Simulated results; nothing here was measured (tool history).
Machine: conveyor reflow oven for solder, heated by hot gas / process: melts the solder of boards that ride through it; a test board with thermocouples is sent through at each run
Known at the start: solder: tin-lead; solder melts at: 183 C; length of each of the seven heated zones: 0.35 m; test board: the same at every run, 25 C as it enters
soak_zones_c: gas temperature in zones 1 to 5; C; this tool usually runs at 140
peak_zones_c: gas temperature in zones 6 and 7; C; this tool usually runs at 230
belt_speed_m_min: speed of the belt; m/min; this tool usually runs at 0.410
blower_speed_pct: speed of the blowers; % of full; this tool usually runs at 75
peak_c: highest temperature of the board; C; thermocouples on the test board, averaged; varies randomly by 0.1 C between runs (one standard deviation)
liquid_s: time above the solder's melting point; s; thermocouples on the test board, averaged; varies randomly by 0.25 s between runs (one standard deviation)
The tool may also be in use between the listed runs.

| run | day | soak_zones_c | peak_zones_c | belt_speed_m_min | blower_speed_pct | peak_c | liquid_s |
|---|---|---|---|---|---|---|---|
| 1 | 0.000 | 140 | 230 | 0.410 | 75 | 221.9 | 84.5 |
| 2 | 0.225 | 140 | 226 | 0.410 | 75 | 217.9 | 81.0 |
| 3 | 0.425 | 140 | 226 | 0.410 | 75 | 217.9 | 80.8 |
| 4 | 0.704 | 140 | 230 | 0.410 | 75 | 221.5 | 84.6 |
| 5 | 1.100 | 140 | 230 | 0.410 | 75 | 221.7 | 84.1 |
| 6 | 1.438 | 140 | 230 | 0.410 | 75 | 221.6 | 84.5 |
| 7 | 1.879 | 140 | 230 | 0.410 | 75 | 221.7 | 84.4 |
| 8 | 2.246 | 140 | 219 | 0.410 | 75 | 211.6 | 75.1 |
|  | 2.592 | flux residue cleaned out of gas plates and filters |
| 9 | 2.900 | 140 | 219 | 0.410 | 75 | 212.2 | 75.2 |
| 10 | 3.242 | 140 | 219 | 0.410 | 75 | 212.2 | 75.9 |
| 11 | 3.625 | 140 | 219 | 0.410 | 75 | 212.0 | 76.0 |
| 12 | 3.850 | 140 | 230 | 0.385 | 75 | 223.6 | 92.4 |
| 13 | 4.188 | 140 | 230 | 0.410 | 75 | 222.3 | 85.4 |
| 14 | 4.446 | 152 | 230 | 0.410 | 75 | 223.4 | 92.6 |
| 15 | 4.700 | 152 | 230 | 0.410 | 75 | 223.5 | 91.7 |
| 16 | 5.117 | 152 | 230 | 0.410 | 75 | 223.3 | 92.1 |
| 17 | 5.521 | 140 | 230 | 0.376 | 53 | 219.9 | 90.1 |
| 18 | 5.854 | 132 | 221 | 0.376 | 84 | 215.9 | 85.4 |
| 19 | 6.229 | 132 | 221 | 0.376 | 84 | 216.0 | 85.1 |
| 20 | 6.621 | 126 | 242 | 0.433 | 52 | 223.8 | 74.8 |
| 21 | 6.983 | 126 | 219 | 0.433 | 52 | 203.5 | 51.2 |
| 22 | 7.412 | 142 | 219 | 0.433 | 53 | 206.9 | 63.3 |
| 23 | 7.846 | 153 | 231 | 0.433 | 53 | 219.0 | 83.1 |
| 24 | 8.175 | 140 | 230 | 0.391 | 75 | 223.2 | 90.2 |
| 25 | 8.367 | 140 | 238 | 0.410 | 71 | 228.8 | 90.0 |
| 26 | 8.808 | 140 | 230 | 0.410 | 79 | 222.8 | 85.4 |
| 27 | 9.083 | 140 | 230 | 0.410 | 79 | 222.8 | 85.8 |
| 28 | 9.288 | 140 | 230 | 0.410 | 79 | 222.8 | 85.1 |
| 29 | 9.571 | 140 | 230 | 0.410 | 79 | 222.7 | 86.0 |
| 30 | 9.938 | 134 | 226 | 0.410 | 55 | 213.6 | 72.2 |
| 31 | 10.262 | 134 | 226 | 0.410 | 55 | 213.5 | 72.2 |

Branching from run 31: 3 alternative next runs. What would each branch give?
| A | 10.442 | 140 | 230 | 0.386 | 75 | ? | ? |
| B | 10.442 | 137 | 230 | 0.403 | 75 | ? | ? |
| C | 10.442 | 137 | 230 | 0.410 | 75 | ? | ? |

| run | peak_c | liquid_s |
|---|---|---|
| A | 223.5 | 91.6 |
| B | 222.0 | 85.2 |
| C | 221.8 | 83.5 |
With no hidden state in the tool, these same runs would have given:
| run | peak_c | liquid_s |
|---|---|---|
| A | 222.4 | 90.3 |
| B | 221.0 | 84.0 |
| C | 220.8 | 82.4 |

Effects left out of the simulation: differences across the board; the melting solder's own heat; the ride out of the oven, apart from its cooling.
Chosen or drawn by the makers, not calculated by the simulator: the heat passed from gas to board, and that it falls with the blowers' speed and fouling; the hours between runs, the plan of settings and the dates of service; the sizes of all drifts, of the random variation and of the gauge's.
